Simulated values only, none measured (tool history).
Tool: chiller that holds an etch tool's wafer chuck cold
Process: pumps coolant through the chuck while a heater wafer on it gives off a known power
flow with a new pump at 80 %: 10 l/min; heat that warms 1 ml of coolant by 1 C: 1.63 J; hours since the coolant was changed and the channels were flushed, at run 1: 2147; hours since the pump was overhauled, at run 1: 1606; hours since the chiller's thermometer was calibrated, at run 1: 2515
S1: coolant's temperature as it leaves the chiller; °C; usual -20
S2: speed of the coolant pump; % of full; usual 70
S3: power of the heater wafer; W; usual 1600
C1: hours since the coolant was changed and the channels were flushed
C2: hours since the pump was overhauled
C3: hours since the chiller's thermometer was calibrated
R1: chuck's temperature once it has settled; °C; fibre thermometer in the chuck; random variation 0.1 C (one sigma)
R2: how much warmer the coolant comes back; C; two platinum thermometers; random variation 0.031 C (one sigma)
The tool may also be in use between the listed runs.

run    hour   S1  S2    S3    C1    C2    C3    R1    R2
  1     0.0  -20  70  1600  2147  1606  2515   3.4  6.79
  2   120.5  -20  70  1600  2268  1727  2636   3.1  6.75
  3   253.5  -20  70  1600  2401  1860  2769   3.4  6.72
  4   390.8  -25  70  1600  2538  1997  2906  -1.6  6.77
  5   487.9  -25  70  1600  2635  2094  3003  -1.8  6.77
  6   544.6  -20  70  1600  2692  2151  3060   3.5  6.70
  7   650.3  -10  70  1600  2798  2256  3166  13.3  6.72
      673.4  -- chiller's thermometer calibrated
  8   731.1  -10  70  1600  2878  2336    58  13.3  6.70
  9   810.6  -10  70  1600  2957  2416   137  13.2  6.65
 10   941.4  -10  70  1600  3088  2546   268  13.4  6.71
 11  1004.4  -10  70  1600  3151  2610   331  13.4  6.70
 12  1073.9  -20  70  1131  3220  2679   400  -3.6  4.63
 13  1129.9  -27  70  1600  3276  2735   457  -3.7  6.61
 14  1265.2  -23  70  1600  3412  2870   592   0.5  6.70
 15  1400.9  -23  70  1600  3547  3006   727   0.5  6.65
 16  1536.2  -23  70  1600  3683  3141   863   0.4  6.60
 17  1633.5  -23  70  1600  3780  3239   960   0.3  6.63
 18  1717.9  -23  70  1600  3864  3323  1044   0.3  6.63
 19  1835.6  -23  70  1600  3982  3441  1162   0.4  6.58
 20  1911.6  -26  94  1533  4058  3517  1238  -9.2  4.54
 21  2006.2  -26  94  1533  4153  3611  1333  -9.1  4.57
 22  2120.2  -14  70  2031  4267  3725  1447  15.7  8.38

Forecast run 23:
 23  2213.7  -13  70  1450  4360  3819  1540   ?   ?

Run 23 gave R1 8.1 °C, R2 5.94 C.
Without the tool's hidden state the same run would have given R1 8.1 °C, R2 6.18 C.

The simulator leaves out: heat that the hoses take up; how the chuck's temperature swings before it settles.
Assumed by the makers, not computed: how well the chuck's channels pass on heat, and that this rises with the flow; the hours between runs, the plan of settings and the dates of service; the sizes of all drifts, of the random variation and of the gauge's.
